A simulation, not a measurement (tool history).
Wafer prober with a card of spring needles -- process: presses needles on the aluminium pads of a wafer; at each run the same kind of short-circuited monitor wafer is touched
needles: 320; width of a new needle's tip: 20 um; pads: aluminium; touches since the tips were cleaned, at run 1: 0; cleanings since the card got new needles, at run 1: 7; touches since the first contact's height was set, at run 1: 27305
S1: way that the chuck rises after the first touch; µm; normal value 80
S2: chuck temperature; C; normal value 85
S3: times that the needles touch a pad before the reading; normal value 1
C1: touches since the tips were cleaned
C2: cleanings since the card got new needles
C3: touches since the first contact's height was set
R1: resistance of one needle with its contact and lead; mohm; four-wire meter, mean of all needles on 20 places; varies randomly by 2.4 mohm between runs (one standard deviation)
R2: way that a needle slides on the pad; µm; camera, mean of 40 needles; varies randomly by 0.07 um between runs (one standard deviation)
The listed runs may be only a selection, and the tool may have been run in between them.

run 1 hour=0 | S1=80 S2=85 S3=1 | C1=0 C2=7 C3=27305 | R1=276 R2=17.41
-- hour=8.9 tips cleaned on abrasive film
-- hour=17.9 tips cleaned on abrasive film
-- hour=26.8 tips cleaned on abrasive film
-- hour=34 tips cleaned on abrasive film
-- hour=41.5 tips cleaned on abrasive film
run 2 hour=41.5 | S1=80 S2=85 S3=1 | C1=0 C2=12 C3=45936 | R1=272 R2=17.47
-- hour=50.4 tips cleaned on abrasive film
-- hour=59.4 tips cleaned on abrasive film
-- hour=66.5 tips cleaned on abrasive film
-- hour=75.5 tips cleaned on abrasive film
-- hour=84.4 tips cleaned on abrasive film
-- hour=93.3 tips cleaned on abrasive film
-- hour=100.5 tips cleaned on abrasive film
run 3 hour=100.8 | S1=80 S2=85 S3=1 | C1=144 C2=19 C3=72596 | R1=273 R2=17.29
-- hour=108 tips cleaned on abrasive film
-- hour=115.2 tips cleaned on abrasive film
-- hour=124.1 tips cleaned on abrasive film
-- hour=133 tips cleaned on abrasive film
run 4 hour=136.4 | S1=80 S2=85 S3=1 | C1=1521 C2=23 C3=88579 | R1=275 R2=17.41
-- hour=141.8 tips cleaned on abrasive film
-- hour=150.7 tips cleaned on abrasive film
-- hour=159.7 tips cleaned on abrasive film
-- hour=168.6 tips cleaned on abrasive film
-- hour=170.7 height of the first contact set anew
-- hour=177.8 tips cleaned on abrasive film
-- hour=186.8 tips cleaned on abrasive film
-- hour=195.7 tips cleaned on abrasive film
run 5 hour=199 | S1=80 S2=85 S3=1 | C1=1510 C2=30 C3=12760 | R1=272 R2=17.2
-- hour=204.4 tips cleaned on abrasive film
-- hour=213.4 tips cleaned on abrasive film
-- hour=222.3 tips cleaned on abrasive film
-- hour=231.3 tips cleaned on abrasive film
-- hour=238.4 tips cleaned on abrasive film
-- hour=247.4 tips cleaned on abrasive film
-- hour=256.3 tips cleaned on abrasive film
-- hour=265.2 tips cleaned on abrasive film
run 6 hour=268.7 | S1=80 S2=85 S3=1 | C1=1560 C2=38 C3=44052 | R1=270 R2=17.4
-- hour=274.1 tips cleaned on abrasive film
-- hour=281.3 tips cleaned on abrasive film
-- hour=290.2 tips cleaned on abrasive film
-- hour=299.1 tips cleaned on abrasive film
-- hour=308.1 tips cleaned on abrasive film
-- hour=317 tips cleaned on abrasive film
run 7 hour=322.7 | S1=80 S2=85 S3=1 | C1=2578 C2=44 C3=68325 | R1=273 R2=17.3
-- hour=324.5 tips cleaned on abrasive film
-- hour=333.5 tips cleaned on abrasive film
-- hour=342.4 tips cleaned on abrasive film
-- hour=351.4 tips cleaned on abrasive film
-- hour=360.3 tips cleaned on abrasive film
-- hour=369.2 tips cleaned on abrasive film
-- hour=378.2 tips cleaned on abrasive film
run 8 hour=383.9 | S1=80 S2=85 S3=1 | C1=2587 C2=51 C3=95822 | R1=273 R2=17.34
-- hour=385.7 tips cleaned on abrasive film
-- hour=394.7 tips cleaned on abrasive film
-- hour=402 height of the first contact set anew
-- hour=403.9 tips cleaned on abrasive film
-- hour=412.8 tips cleaned on abrasive film
-- hour=421.8 tips cleaned on abrasive film
-- hour=430.7 tips cleaned on abrasive film
-- hour=439.7 tips cleaned on abrasive film
-- hour=448.6 tips cleaned on abrasive film
-- hour=457.5 tips cleaned on abrasive film
run 9 hour=462 | S1=80 S2=85 S3=1 | C1=2005 C2=60 C3=26915 | R1=273 R2=17.39
-- hour=465.6 tips cleaned on abrasive film
-- hour=472.8 tips cleaned on abrasive film
-- hour=481.7 tips cleaned on abrasive film
-- hour=490.6 tips cleaned on abrasive film
-- hour=499.6 tips cleaned on abrasive film
-- hour=506.7 tips cleaned on abrasive film
-- hour=515.7 tips cleaned on abrasive film
-- hour=524.6 tips cleaned on abrasive film
-- hour=533.6 tips cleaned on abrasive film
-- hour=542.5 tips cleaned on abrasive film
run 10 hour=542.9 | S1=80 S2=85 S3=1 | C1=207 C2=70 C3=63280 | R1=271 R2=17.3
-- hour=550.1 tips cleaned on abrasive film
-- hour=559.1 tips cleaned on abrasive film
-- hour=568 tips cleaned on abrasive film
-- hour=576.9 tips cleaned on abrasive film
-- hour=585.9 tips cleaned on abrasive film
-- hour=594.8 tips cleaned on abrasive film
-- hour=602 tips cleaned on abrasive film
-- hour=610.9 tips cleaned on abrasive film
run 11 hour=614.5 | S1=80 S2=85 S3=1 | C1=1615 C2=78 C3=95431 | R1=269 R2=17.46
-- hour=618.2 tips cleaned on abrasive film
-- hour=625.4 tips cleaned on abrasive film
-- hour=632.8 height of the first contact set anew
-- hour=634.6 tips cleaned on abrasive film
-- hour=643.6 tips cleaned on abrasive film
run 12 hour=650.2 | S1=89 S2=90 S3=2 | C1=3009 C2=82 C3=7831 | R1=275 R2=19.35
-- hour=652.1 tips cleaned on abrasive film
-- hour=659.2 tips cleaned on abrasive film
-- hour=668.2 tips cleaned on abrasive film
-- hour=675.3 tips cleaned on abrasive film
-- hour=684.3 tips cleaned on abrasive film
run 13 hour=684.8 | S1=97 S2=31 S3=1 | C1=237 C2=87 C3=23335 | R1=257 R2=21.18
-- hour=692 tips cleaned on abrasive film
-- hour=700.9 tips cleaned on abrasive film
-- hour=709.8 tips cleaned on abrasive film
-- hour=718.8 tips cleaned on abrasive film
-- hour=727.7 tips cleaned on abrasive film
-- hour=736.7 tips cleaned on abrasive film
-- hour=745.6 tips cleaned on abrasive film
-- hour=754.5 tips cleaned on abrasive film
run 14 hour=757.6 | S1=97 S2=61 S3=1 | C1=1400 C2=95 C3=56074 | R1=262 R2=21.05
-- hour=763 tips cleaned on abrasive film
-- hour=772 tips cleaned on abrasive film
-- hour=779.1 tips cleaned on abrasive film
-- hour=788.1 tips cleaned on abrasive film
-- hour=795.2 tips cleaned on abrasive film
-- hour=804.2 tips cleaned on abrasive film
-- hour=811.3 tips cleaned on abrasive film
run 15 hour=813.6 | S1=79 S2=54 S3=1 | C1=1019 C2=102 C3=81200 | R1=265 R2=17.14
-- hour=819 tips cleaned on abrasive film
-- hour=826.2 tips cleaned on abrasive film
-- hour=835.1 tips cleaned on abrasive film
-- hour=844 tips cleaned on abrasive film
run 16 hour=848.6 | S1=62 S2=32 S3=3 | C1=2057 C2=106 C3=96917 | R1=257 R2=13.51

Branching from run 16: 5 alternative next runs. What would each branch give?
-- hour=852.2 tips cleaned on abrasive film
-- hour=861.1 tips cleaned on abrasive film
-- hour=865 height of the first contact set anew
-- hour=870.4 tips cleaned on abrasive film
-- hour=877.5 tips cleaned on abrasive film
run A hour=884.1 | S1=80 S2=79 S3=2 | C1=3000 C2=110 C3=8625 | R1=? R2=?
-- hour=852.2 tips cleaned on abrasive film
-- hour=861.1 tips cleaned on abrasive film
-- hour=865 height of the first contact set anew
-- hour=870.4 tips cleaned on abrasive film
-- hour=877.5 tips cleaned on abrasive film
run B hour=884.1 | S1=62 S2=42 S3=2 | C1=3000 C2=110 C3=8625 | R1=? R2=?
-- hour=852.2 tips cleaned on abrasive film
-- hour=861.1 tips cleaned on abrasive film
-- hour=865 height of the first contact set anew
-- hour=870.4 tips cleaned on abrasive film
-- hour=877.5 tips cleaned on abrasive film
run C hour=884.1 | S1=80 S2=101 S3=1 | C1=3000 C2=110 C3=8625 | R1=? R2=?
-- hour=852.2 tips cleaned on abrasive film
-- hour=861.1 tips cleaned on abrasive film
-- hour=865 height of the first contact set anew
-- hour=870.4 tips cleaned on abrasive film
-- hour=877.5 tips cleaned on abrasive film
run D hour=884.1 | S1=62 S2=32 S3=1 | C1=3000 C2=110 C3=8625 | R1=? R2=?
-- hour=852.2 tips cleaned on abrasive film
-- hour=861.1 tips cleaned on abrasive film
-- hour=865 height of the first contact set anew
-- hour=870.4 tips cleaned on abrasive film
-- hour=877.5 tips cleaned on abrasive film
run E hour=884.1 | S1=62 S2=25 S3=3 | C1=3000 C2=110 C3=8625 | R1=? R2=?

run=A R1=273 R2=17.46
run=B R1=265 R2=13.48
run=C R1=281 R2=17.43
run=D R1=261 R2=13.41
run=E R1=261 R2=13.49
With the hidden condition removed and each run's random variation left untouched, the same runs would have given:
run=A R1=273 R2=17.46
run=B R1=264 R2=13.48
run=C R1=280 R2=17.43
run=D R1=260 R2=13.41
run=E R1=261 R2=13.49
